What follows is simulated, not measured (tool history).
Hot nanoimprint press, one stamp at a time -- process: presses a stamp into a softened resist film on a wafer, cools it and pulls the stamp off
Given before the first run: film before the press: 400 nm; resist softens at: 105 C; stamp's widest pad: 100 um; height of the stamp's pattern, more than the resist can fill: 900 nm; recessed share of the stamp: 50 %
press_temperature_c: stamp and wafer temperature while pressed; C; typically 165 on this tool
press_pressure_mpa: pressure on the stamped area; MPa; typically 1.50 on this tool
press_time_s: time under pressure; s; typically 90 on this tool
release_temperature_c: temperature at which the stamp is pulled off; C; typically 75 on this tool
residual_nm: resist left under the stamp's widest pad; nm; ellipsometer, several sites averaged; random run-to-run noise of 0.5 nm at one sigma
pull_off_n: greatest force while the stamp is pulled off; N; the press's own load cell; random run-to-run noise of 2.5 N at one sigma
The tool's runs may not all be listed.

{"run": 1, "hour": 0.0, "press_temperature_c": 165, "press_pressure_mpa": 1.5, "press_time_s": 90, "release_temperature_c": 75, "residual_nm": 168.6, "pull_off_n": 192}
{"hour": 11.0, "done": "stamp cleaned and given a new release coat"}
{"hour": 16.7, "done": "plate thermocouple calibrated"}
{"run": 2, "hour": 24.8, "press_temperature_c": 165, "press_pressure_mpa": 1.5, "press_time_s": 156, "release_temperature_c": 75, "residual_nm": 129.7, "pull_off_n": 117}
{"run": 3, "hour": 35.1, "press_temperature_c": 165, "press_pressure_mpa": 1.5, "press_time_s": 90, "release_temperature_c": 75, "residual_nm": 163.7, "pull_off_n": 112}
{"run": 4, "hour": 42.4, "press_temperature_c": 165, "press_pressure_mpa": 2.22, "press_time_s": 90, "release_temperature_c": 75, "residual_nm": 137.8, "pull_off_n": 113}
{"hour": 56.3, "done": "plate thermocouple calibrated, once more"}
{"run": 5, "hour": 62.4, "press_temperature_c": 165, "press_pressure_mpa": 2.22, "press_time_s": 90, "release_temperature_c": 69, "residual_nm": 153.0, "pull_off_n": 138}
{"run": 6, "hour": 73.7, "press_temperature_c": 165, "press_pressure_mpa": 1.5, "press_time_s": 90, "release_temperature_c": 75, "residual_nm": 179.9, "pull_off_n": 127}
{"run": 7, "hour": 84.8, "press_temperature_c": 153, "press_pressure_mpa": 1.5, "press_time_s": 90, "release_temperature_c": 75, "residual_nm": 312.8, "pull_off_n": 128}
{"run": 8, "hour": 95.7, "press_temperature_c": 165, "press_pressure_mpa": 1.5, "press_time_s": 127, "release_temperature_c": 75, "residual_nm": 155.9, "pull_off_n": 126}
{"run": 9, "hour": 108.4, "press_temperature_c": 165, "press_pressure_mpa": 1.5, "press_time_s": 127, "release_temperature_c": 75, "residual_nm": 156.4, "pull_off_n": 137}
{"run": 10, "hour": 119.4, "press_temperature_c": 165, "press_pressure_mpa": 1.5, "press_time_s": 90, "release_temperature_c": 75, "residual_nm": 179.0, "pull_off_n": 133}
{"run": 11, "hour": 133.5, "press_temperature_c": 161, "press_pressure_mpa": 1.5, "press_time_s": 90, "release_temperature_c": 75, "residual_nm": 221.8, "pull_off_n": 135}
{"run": 12, "hour": 144.8, "press_temperature_c": 156, "press_pressure_mpa": 1.5, "press_time_s": 90, "release_temperature_c": 75, "residual_nm": 280.3, "pull_off_n": 140}
{"run": 13, "hour": 155.1, "press_temperature_c": 159, "press_pressure_mpa": 1.5, "press_time_s": 90, "release_temperature_c": 75, "residual_nm": 243.3, "pull_off_n": 144}
{"run": 14, "hour": 164.8, "press_temperature_c": 159, "press_pressure_mpa": 1.5, "press_time_s": 90, "release_temperature_c": 75, "residual_nm": 243.0, "pull_off_n": 142}
{"run": 15, "hour": 174.2, "press_temperature_c": 159, "press_pressure_mpa": 1.5, "press_time_s": 90, "release_temperature_c": 75, "residual_nm": 243.8, "pull_off_n": 146}
{"run": 16, "hour": 188.4, "press_temperature_c": 158, "press_pressure_mpa": 1.37, "press_time_s": 90, "release_temperature_c": 75, "residual_nm": 261.1, "pull_off_n": 147}
{"run": 17, "hour": 196.3, "press_temperature_c": 176, "press_pressure_mpa": 1.37, "press_time_s": 90, "release_temperature_c": 73, "residual_nm": 98.8, "pull_off_n": 155}
{"run": 18, "hour": 206.3, "press_temperature_c": 176, "press_pressure_mpa": 1.37, "press_time_s": 90, "release_temperature_c": 73, "residual_nm": 99.7, "pull_off_n": 156}
{"run": 19, "hour": 223.1, "press_temperature_c": 176, "press_pressure_mpa": 1.37, "press_time_s": 90, "release_temperature_c": 73, "residual_nm": 99.1, "pull_off_n": 159}
{"run": 20, "hour": 238.4, "press_temperature_c": 171, "press_pressure_mpa": 1.5, "press_time_s": 90, "release_temperature_c": 82, "residual_nm": 125.1, "pull_off_n": 134}
{"run": 21, "hour": 247.2, "press_temperature_c": 171, "press_pressure_mpa": 1.5, "press_time_s": 90, "release_temperature_c": 82, "residual_nm": 125.6, "pull_off_n": 132}
{"run": 22, "hour": 259.1, "press_temperature_c": 171, "press_pressure_mpa": 1.5, "press_time_s": 90, "release_temperature_c": 82, "residual_nm": 124.9, "pull_off_n": 133}
{"run": 23, "hour": 266.7, "press_temperature_c": 169, "press_pressure_mpa": 2.14, "press_time_s": 107, "release_temperature_c": 66, "residual_nm": 111.0, "pull_off_n": 192}
{"run": 24, "hour": 276.5, "press_temperature_c": 169, "press_pressure_mpa": 1.18, "press_time_s": 90, "release_temperature_c": 66, "residual_nm": 155.9, "pull_off_n": 204}
{"run": 25, "hour": 291.4, "press_temperature_c": 165, "press_pressure_mpa": 1.5, "press_time_s": 140, "release_temperature_c": 75, "residual_nm": 146.5, "pull_off_n": 164}
{"run": 26, "hour": 307.6, "press_temperature_c": 165, "press_pressure_mpa": 1.94, "press_time_s": 90, "release_temperature_c": 69, "residual_nm": 157.6, "pull_off_n": 197}
{"run": 27, "hour": 323.6, "press_temperature_c": 176, "press_pressure_mpa": 1.5, "press_time_s": 55, "release_temperature_c": 75, "residual_nm": 117.3, "pull_off_n": 177}
{"run": 28, "hour": 332.8, "press_temperature_c": 176, "press_pressure_mpa": 1.5, "press_time_s": 55, "release_temperature_c": 75, "residual_nm": 117.4, "pull_off_n": 175}
{"run": 29, "hour": 345.8, "press_temperature_c": 172, "press_pressure_mpa": 1.16, "press_time_s": 47, "release_temperature_c": 75, "residual_nm": 173.1, "pull_off_n": 176}

Branching from run 29: 5 alternative next runs. What would each branch give?
{"run": "A", "hour": 355.5, "press_temperature_c": 176, "press_pressure_mpa": 1.5, "press_time_s": 90, "release_temperature_c": 75, "residual_nm": "?", "pull_off_n": "?"}
{"run": "B", "hour": 355.5, "press_temperature_c": 172, "press_pressure_mpa": 1.59, "press_time_s": 58, "release_temperature_c": 78, "residual_nm": "?", "pull_off_n": "?"}
{"run": "C", "hour": 355.5, "press_temperature_c": 172, "press_pressure_mpa": 1.16, "press_time_s": 47, "release_temperature_c": 73, "residual_nm": "?", "pull_off_n": "?"}
{"run": "D", "hour": 355.5, "press_temperature_c": 168, "press_pressure_mpa": 1.03, "press_time_s": 47, "release_temperature_c": 75, "residual_nm": "?", "pull_off_n": "?"}
{"run": "E", "hour": 355.5, "press_temperature_c": 166, "press_pressure_mpa": 1.5, "press_time_s": 65, "release_temperature_c": 75, "residual_nm": "?", "pull_off_n": "?"}

run=A residual_nm=93.7 pull_off_n=186
run=B residual_nm=139.0 pull_off_n=174
run=C residual_nm=172.9 pull_off_n=185
run=D residual_nm=219.8 pull_off_n=181
run=E residual_nm=188.2 pull_off_n=178
With no hidden state in the tool, these same runs would have given:
run=A residual_nm=95.6 pull_off_n=118
run=B residual_nm=141.9 pull_off_n=111
run=C residual_nm=176.9 pull_off_n=117
run=D residual_nm=224.8 pull_off_n=115
run=E residual_nm=192.3 pull_off_n=114
